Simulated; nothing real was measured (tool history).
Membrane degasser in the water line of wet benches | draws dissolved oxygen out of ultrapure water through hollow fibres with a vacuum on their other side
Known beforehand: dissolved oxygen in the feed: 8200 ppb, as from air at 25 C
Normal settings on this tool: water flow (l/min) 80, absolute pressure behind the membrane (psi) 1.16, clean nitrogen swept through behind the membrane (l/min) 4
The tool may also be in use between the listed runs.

run,hour,water flow (l/min),absolute pressure behind the membrane (psi),clean nitrogen swept through behind the membrane (l/min),dissolved oxygen in the water behind the degasser (ppb),pressure that the water loses in the fibres (psi)
1,0,80,1.16,4,265.2,6.599
2,47.8,80,1.16,4,265,6.583
3,93.6,80,1.16,4,261,6.67
4,159.2,80,1.16,4,267.4,6.673
5,188.3,80,1.16,4,264.9,6.65
6,235.2,80,1.16,4,263,6.656
7,282.7,62,1.16,5.6,145.1,5.131
# hour 289.1: vacuum gauge calibrated
8,340.6,62,1.16,5.6,145.4,5.171
9,377.1,62,1.16,5.6,144.8,5.162
10,422.6,57,1.041,7.41,90.5,4.737

Forecast each of these 4 alternatives for the next run:
A,475.9,57,1.041,8.39,?,?
B,475.9,112,1.149,4.34,?,?
C,475.9,67,0.935,8.45,?,?
D,475.9,122,1.041,9.4,?,?

run,dissolved oxygen in the water behind the degasser (ppb),pressure that the water loses in the fibres (psi)
A,80.4,4.673
B,408.1,9.309
C,91.6,5.584
D,308.1,10.137
What these runs would have given with no unlogged condition in the tool:
run,dissolved oxygen in the water behind the degasser (ppb),pressure that the water loses in the fibres (psi)
A,78.5,4.619
B,399.1,9.206
C,88.8,5.522
D,298.9,10.024
